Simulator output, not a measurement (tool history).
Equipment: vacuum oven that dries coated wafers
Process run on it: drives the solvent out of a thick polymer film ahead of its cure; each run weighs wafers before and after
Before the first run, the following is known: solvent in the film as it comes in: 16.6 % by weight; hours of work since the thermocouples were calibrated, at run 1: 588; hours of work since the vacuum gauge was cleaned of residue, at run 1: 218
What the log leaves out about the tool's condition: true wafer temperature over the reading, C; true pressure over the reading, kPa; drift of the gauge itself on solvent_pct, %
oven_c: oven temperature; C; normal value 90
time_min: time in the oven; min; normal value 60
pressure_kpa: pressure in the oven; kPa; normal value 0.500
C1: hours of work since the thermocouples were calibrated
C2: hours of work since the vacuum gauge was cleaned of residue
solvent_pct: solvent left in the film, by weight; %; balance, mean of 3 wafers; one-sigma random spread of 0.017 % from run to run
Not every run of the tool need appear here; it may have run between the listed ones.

{"run": 1, "hour": 0.0, "oven_c": 90, "time_min": 60, "pressure_kpa": 0.5, "C1": 588, "C2": 218, "solvent_pct": 1.14}
{"run": 2, "hour": 28.9, "oven_c": 90, "time_min": 101, "pressure_kpa": 0.5, "C1": 610, "C2": 241, "solvent_pct": 0.5}
{"hour": 65.5, "done": "oven's thermocouples calibrated"}
{"run": 3, "hour": 70.9, "oven_c": 90, "time_min": 60, "pressure_kpa": 0.5, "C1": 4, "C2": 272, "solvent_pct": 1.18}
{"run": 4, "hour": 98.6, "oven_c": 90, "time_min": 60, "pressure_kpa": 0.5, "C1": 26, "C2": 293, "solvent_pct": 1.19}
{"run": 5, "hour": 125.0, "oven_c": 90, "time_min": 60, "pressure_kpa": 0.5, "C1": 46, "C2": 313, "solvent_pct": 1.21}
{"run": 6, "hour": 165.7, "oven_c": 90, "time_min": 60, "pressure_kpa": 0.91, "C1": 77, "C2": 345, "solvent_pct": 1.45}
{"run": 7, "hour": 196.8, "oven_c": 90, "time_min": 60, "pressure_kpa": 0.91, "C1": 101, "C2": 369, "solvent_pct": 1.48}
{"run": 8, "hour": 233.1, "oven_c": 97, "time_min": 60, "pressure_kpa": 0.5, "C1": 129, "C2": 397, "solvent_pct": 0.48}
{"run": 9, "hour": 269.5, "oven_c": 97, "time_min": 60, "pressure_kpa": 0.5, "C1": 157, "C2": 425, "solvent_pct": 0.46}
{"run": 10, "hour": 302.1, "oven_c": 90, "time_min": 60, "pressure_kpa": 1.23, "C1": 183, "C2": 450, "solvent_pct": 1.68}
{"run": 11, "hour": 322.8, "oven_c": 90, "time_min": 35, "pressure_kpa": 0.5, "C1": 199, "C2": 466, "solvent_pct": 2.91}
{"run": 12, "hour": 353.0, "oven_c": 90, "time_min": 60, "pressure_kpa": 0.5, "C1": 222, "C2": 489, "solvent_pct": 1.16}
{"run": 13, "hour": 372.5, "oven_c": 90, "time_min": 60, "pressure_kpa": 0.5, "C1": 237, "C2": 504, "solvent_pct": 1.2}
{"run": 14, "hour": 417.0, "oven_c": 90, "time_min": 60, "pressure_kpa": 0.5, "C1": 271, "C2": 539, "solvent_pct": 1.15}
{"run": 15, "hour": 456.2, "oven_c": 90, "time_min": 60, "pressure_kpa": 0.5, "C1": 301, "C2": 569, "solvent_pct": 1.17}
{"run": 16, "hour": 485.7, "oven_c": 90, "time_min": 60, "pressure_kpa": 0.5, "C1": 324, "C2": 592, "solvent_pct": 1.14}
{"run": 17, "hour": 526.6, "oven_c": 90, "time_min": 60, "pressure_kpa": 0.5, "C1": 356, "C2": 623, "solvent_pct": 1.16}
{"run": 18, "hour": 554.4, "oven_c": 90, "time_min": 60, "pressure_kpa": 0.5, "C1": 377, "C2": 645, "solvent_pct": 1.17}
{"run": 19, "hour": 575.9, "oven_c": 90, "time_min": 65, "pressure_kpa": 0.5, "C1": 394, "C2": 661, "solvent_pct": 1.0}
{"run": 20, "hour": 608.6, "oven_c": 90, "time_min": 60, "pressure_kpa": 0.5, "C1": 419, "C2": 687, "solvent_pct": 1.14}
{"run": 21, "hour": 631.4, "oven_c": 90, "time_min": 60, "pressure_kpa": 0.5, "C1": 437, "C2": 704, "solvent_pct": 1.17}
{"run": 22, "hour": 657.9, "oven_c": 90, "time_min": 58, "pressure_kpa": 0.836, "C1": 457, "C2": 725, "solvent_pct": 1.45}
{"run": 23, "hour": 697.8, "oven_c": 95, "time_min": 42, "pressure_kpa": 0.423, "C1": 488, "C2": 755, "solvent_pct": 1.13}
{"run": 24, "hour": 716.8, "oven_c": 99, "time_min": 51, "pressure_kpa": 0.296, "C1": 503, "C2": 770, "solvent_pct": 0.37}
{"run": 25, "hour": 757.6, "oven_c": 99, "time_min": 99, "pressure_kpa": 0.436, "C1": 534, "C2": 802, "solvent_pct": 0.27}
{"run": 26, "hour": 782.1, "oven_c": 99, "time_min": 99, "pressure_kpa": 0.436, "C1": 553, "C2": 820, "solvent_pct": 0.31}
{"run": 27, "hour": 814.5, "oven_c": 87, "time_min": 44, "pressure_kpa": 1.279, "C1": 578, "C2": 845, "solvent_pct": 3.27}
{"run": 28, "hour": 834.0, "oven_c": 91, "time_min": 57, "pressure_kpa": 1.378, "C1": 593, "C2": 860, "solvent_pct": 1.63}
{"run": 29, "hour": 873.5, "oven_c": 91, "time_min": 57, "pressure_kpa": 1.378, "C1": 624, "C2": 891, "solvent_pct": 1.68}
{"hour": 891.8, "done": "oven's thermocouples calibrated"}
{"run": 30, "hour": 918.7, "oven_c": 95, "time_min": 64, "pressure_kpa": 1.064, "C1": 21, "C2": 924, "solvent_pct": 0.92}
{"run": 31, "hour": 945.9, "oven_c": 103, "time_min": 73, "pressure_kpa": 1.671, "C1": 42, "C2": 945, "solvent_pct": 0.83}
{"run": 32, "hour": 977.8, "oven_c": 103, "time_min": 81, "pressure_kpa": 1.322, "C1": 66, "C2": 970, "solvent_pct": 0.67}
{"run": 33, "hour": 1014.9, "oven_c": 94, "time_min": 102, "pressure_kpa": 0.876, "C1": 95, "C2": 999, "solvent_pct": 0.64}
{"run": 34, "hour": 1041.7, "oven_c": 94, "time_min": 102, "pressure_kpa": 0.876, "C1": 116, "C2": 1019, "solvent_pct": 0.68}
{"run": 35, "hour": 1085.1, "oven_c": 94, "time_min": 102, "pressure_kpa": 0.876, "C1": 149, "C2": 1053, "solvent_pct": 0.68}
{"run": 36, "hour": 1107.2, "oven_c": 98, "time_min": 30, "pressure_kpa": 1.5, "C1": 166, "C2": 1070, "solvent_pct": 2.03}
{"run": 37, "hour": 1133.6, "oven_c": 98, "time_min": 30, "pressure_kpa": 1.5, "C1": 187, "C2": 1090, "solvent_pct": 2.03}
{"run": 38, "hour": 1174.6, "oven_c": 98, "time_min": 30, "pressure_kpa": 1.5, "C1": 218, "C2": 1122, "solvent_pct": 2.02}
{"run": 39, "hour": 1214.5, "oven_c": 98, "time_min": 75, "pressure_kpa": 0.25, "C1": 249, "C2": 1153, "solvent_pct": 0.24}

Branching from run 39: 3 alternative next runs. What would each branch give?
{"run": "A", "hour": 1249.8, "oven_c": 98, "time_min": 75, "pressure_kpa": 1.536, "C1": 276, "C2": 1180, "solvent_pct": "?"}
{"run": "B", "hour": 1249.8, "oven_c": 81, "time_min": 94, "pressure_kpa": 1.138, "C1": 276, "C2": 1180, "solvent_pct": "?"}
{"run": "C", "hour": 1249.8, "oven_c": 84, "time_min": 100, "pressure_kpa": 1.767, "C1": 276, "C2": 1180, "solvent_pct": "?"}

run=A solvent_pct=0.95
run=B solvent_pct=2.38
run=C solvent_pct=2.28
With the hidden condition removed and each run's random variation left untouched, the same runs would have given:
run=A solvent_pct=0.90
run=B solvent_pct=2.36
run=C solvent_pct=2.24
